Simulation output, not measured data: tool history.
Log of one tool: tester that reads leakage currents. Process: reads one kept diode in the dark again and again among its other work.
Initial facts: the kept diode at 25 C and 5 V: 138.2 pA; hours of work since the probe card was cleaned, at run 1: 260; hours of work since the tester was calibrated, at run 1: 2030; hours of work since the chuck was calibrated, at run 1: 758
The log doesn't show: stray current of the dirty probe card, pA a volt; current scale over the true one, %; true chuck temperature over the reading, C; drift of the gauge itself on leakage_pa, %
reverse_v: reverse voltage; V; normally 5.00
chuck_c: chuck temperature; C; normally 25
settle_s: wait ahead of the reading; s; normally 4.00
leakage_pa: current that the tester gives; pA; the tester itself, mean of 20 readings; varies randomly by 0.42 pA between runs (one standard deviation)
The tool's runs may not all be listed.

run,day,reverse_v,chuck_c,settle_s,hours of work since the probe card was cleaned,hours of work since the tester was calibrated,hours of work since the chuck was calibrated,leakage_pa
1,0.000,5.00,25,4.00,260,2030,758,144.52
2,5.979,5.00,25,4.00,331,2100,828,145.42
# day 8.246: tester calibrated
3,10.242,5.00,25,4.00,380,24,877,147.14
4,16.979,5.00,25,4.00,460,103,957,147.57
5,21.721,1.60,25,4.00,515,159,1013,85.01
6,28.046,1.60,25,4.00,590,233,1087,85.51
7,34.012,1.60,25,4.00,660,304,1158,85.69
8,39.671,5.00,25,4.00,727,370,1224,151.53
9,47.125,5.00,25,4.00,815,458,1312,151.93
10,52.108,5.00,34,4.00,874,517,1371,348.91
11,59.367,5.00,34,4.00,959,603,1456,350.66
12,65.892,5.00,34,4.00,1036,680,1533,350.27
13,72.317,5.00,34,4.00,1112,755,1609,352.11
14,78.279,5.00,34,0.59,1182,826,1679,358.35
# day 80.562: chuck's temperature calibrated
15,83.725,5.00,25,4.00,1245,889,37,144.59
16,90.212,5.00,25,4.00,1322,965,114,145.53
17,95.650,2.70,25,4.00,1386,1029,178,107.05
18,99.300,3.23,26,5.08,1429,1072,221,129.10
19,104.846,8.24,43,4.00,1495,1138,286,937.11
20,110.304,8.24,43,1.39,1559,1202,351,938.42
21,114.954,5.00,37,4.00,1614,1257,405,440.96
22,122.325,1.27,31,0.35,1701,1344,492,132.68
23,127.412,13.79,25,6.27,1761,1404,552,251.45
24,133.446,5.13,53,4.00,1832,1475,623,1729.52
25,139.275,5.00,32,4.00,1900,1544,692,286.60
26,143.129,1.36,32,5.32,1946,1589,738,150.86
27,146.733,5.00,37,4.00,1988,1632,780,447.16
28,150.579,5.00,37,4.00,2034,1677,825,449.51
29,153.896,5.00,54,4.00,2073,1716,865,1865.75
30,161.542,5.00,54,4.00,2163,1806,955,1881.16
31,165.371,18.03,25,3.47,2208,1851,1000,301.35
32,171.642,5.00,49,4.00,2282,1925,1074,1253.36
33,175.975,2.14,60,1.43,2333,1976,1125,2004.91

5 ways to go on from here, each from the tool as it stands after run 33. What would each give?
A,180.629,1.64,23,0.33,2388,2031,1180,?
B,180.629,5.00,33,4.00,2388,2031,1180,?
C,180.629,16.60,25,7.11,2388,2031,1180,?
D,180.629,5.78,38,4.00,2388,2031,1180,?
E,180.629,5.71,60,9.64,2388,2031,1180,?

run,leakage_pa
A,75.27
B,320.72
C,289.55
D,535.09
E,3239.96
Had the tool no hidden state, the same runs would have come out as:
run,leakage_pa
A,68.18
B,294.32
C,246.65
D,495.97
E,3073.25

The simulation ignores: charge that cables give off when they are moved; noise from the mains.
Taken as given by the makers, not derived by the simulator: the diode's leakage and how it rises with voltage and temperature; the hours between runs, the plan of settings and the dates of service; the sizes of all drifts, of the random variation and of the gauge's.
